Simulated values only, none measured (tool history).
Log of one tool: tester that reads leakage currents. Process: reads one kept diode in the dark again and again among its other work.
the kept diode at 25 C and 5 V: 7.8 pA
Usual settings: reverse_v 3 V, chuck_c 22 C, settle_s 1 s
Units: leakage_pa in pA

| run | hour | reverse_v | chuck_c | settle_s | leakage_pa |
|---|---|---|---|---|---|
| 1 | 0 | 3 | 22 | 1 | 7.71 |
| 2 | 113.8 | 3 | 22 | 1 | 8.44 |
| 3 | 187.8 | 3 | 22 | 1 | 8.7 |
| 4 | 307.3 | 3 | 22 | 1 | 9.29 |
| 5 | 393.6 | 3 | 22 | 0.94 | 10.29 |
| 6 | 484.1 | 3 | 22 | 0.94 | 10.82 |
| 7 | 549.2 | 3 | 22 | 0.94 | 11.19 |
| 8 | 649 | 3 | 22 | 0.94 | 11.57 |
| 9 | 777.7 | 3 | 22 | 0.94 | 12.01 |
| 10 | 841.8 | 3 | 22 | 1 | 12.46 |
| 11 | 899.9 | 3 | 22 | 1 | 12.77 |
| 12 | 995.1 | 3 | 26 | 1 | 14.98 |
| 13 | 1084.8 | 3 | 22 | 0.59 | 13.81 |
| 14 | 1205.2 | 3 | 22 | 0.65 | 5.14 |
| 15 | 1273.1 | 3 | 22 | 0.65 | 5.48 |
| 16 | 1368.7 | 3 | 22 | 0.65 | 5.86 |
| 17 | 1458.9 | 5.12 | 22 | 1 | 8.7 |
| 18 | 1540.4 | 5.12 | 22 | 1 | 9.35 |
| 19 | 1593.8 | 5.12 | 22 | 1 | 9.89 |
| 20 | 1650.8 | 3.86 | 51 | 4.27 | 44.95 |
| 21 | 1767.4 | 2.41 | 51 | 0.57 | 36.44 |
| 22 | 1891.7 | 2.41 | 51 | 0.57 | 36.46 |
| 23 | 2018.7 | 2.41 | 56 | 7.58 | 49.55 |
| 24 | 2104 | 19.8 | 22 | 1.72 | 45.42 |
| 25 | 2180.3 | 1.53 | 22 | 1 | 6.38 |
| 26 | 2302.6 | 9.17 | 25 | 0.41 | 30.28 |
| 27 | 2375.8 | 9.17 | 25 | 0.41 | 31.52 |
| 28 | 2438.8 | 9.47 | 46 | 0.75 | 69.74 |
| 29 | 2553.9 | 1.72 | 53 | 4.1 | 39.93 |
| 30 | 2634.3 | 1.07 | 57 | 4.1 | 40.38 |
| 31 | 2758 | 17.88 | 22 | 1 | 61.55 |
| 32 | 2885.7 | 5.54 | 20 | 0.7 | 6.17 |
| 33 | 2976 | 5.54 | 20 | 0.7 | 7.05 |
| 34 | 3038.8 | 5.54 | 20 | 0.88 | 7.38 |
| 35 | 3127.2 | 2.19 | 21 | 9.28 | 4.71 |
| 36 | 3220.5 | 1.39 | 32 | 3.12 | 7.8 |
| 37 | 3292.1 | 1.39 | 32 | 3.12 | 7.85 |
| 38 | 3369 | 8.64 | 43 | 9.95 | 42.92 |

Taken out of this log: 4 entries between the listed runs. Where each belongs, and how the hidden state differs across it:
Between runs 4 and 5: chuck's temperature calibrated (hour 334.8)
  stray current of the dirty probe card, pA a volt: 1.638 -> 1.782; current scale over the true one, %: -0.6 -> -0.61; true chuck temperature over the reading, C: -1.97 -> -0.29
  measured less the result without the state, leakage_pa: +4.09 -> +5.1 pA
Between runs 13 and 14: probe card cleaned and baked (hour 1136.5)
  stray current of the dirty probe card, pA a volt: 3.029 -> 0.138; current scale over the true one, %: -0.7 -> -0.72; true chuck temperature over the reading, C: -1.08 -> -1.21
  measured less the result without the state, leakage_pa: +8.54 -> -0.15 pA
Between runs 23 and 24: chuck's temperature calibrated (hour 2104)
  stray current of the dirty probe card, pA a volt: 1.565 -> 1.709; current scale over the true one, %: -0.82 -> -0.83; true chuck temperature over the reading, C: -2.11 -> -0.07
  measured less the result without the state, leakage_pa: -3.58 -> +32.94 pA
Between runs 31 and 32: probe card cleaned and baked (hour 2838.8)
  stray current of the dirty probe card, pA a volt: 2.835 -> 0.106; current scale over the true one, %: -0.92 -> -0.93; true chuck temperature over the reading, C: -0.8 -> -0.93
  measured less the result without the state, leakage_pa: +48.99 -> +0.02 pA

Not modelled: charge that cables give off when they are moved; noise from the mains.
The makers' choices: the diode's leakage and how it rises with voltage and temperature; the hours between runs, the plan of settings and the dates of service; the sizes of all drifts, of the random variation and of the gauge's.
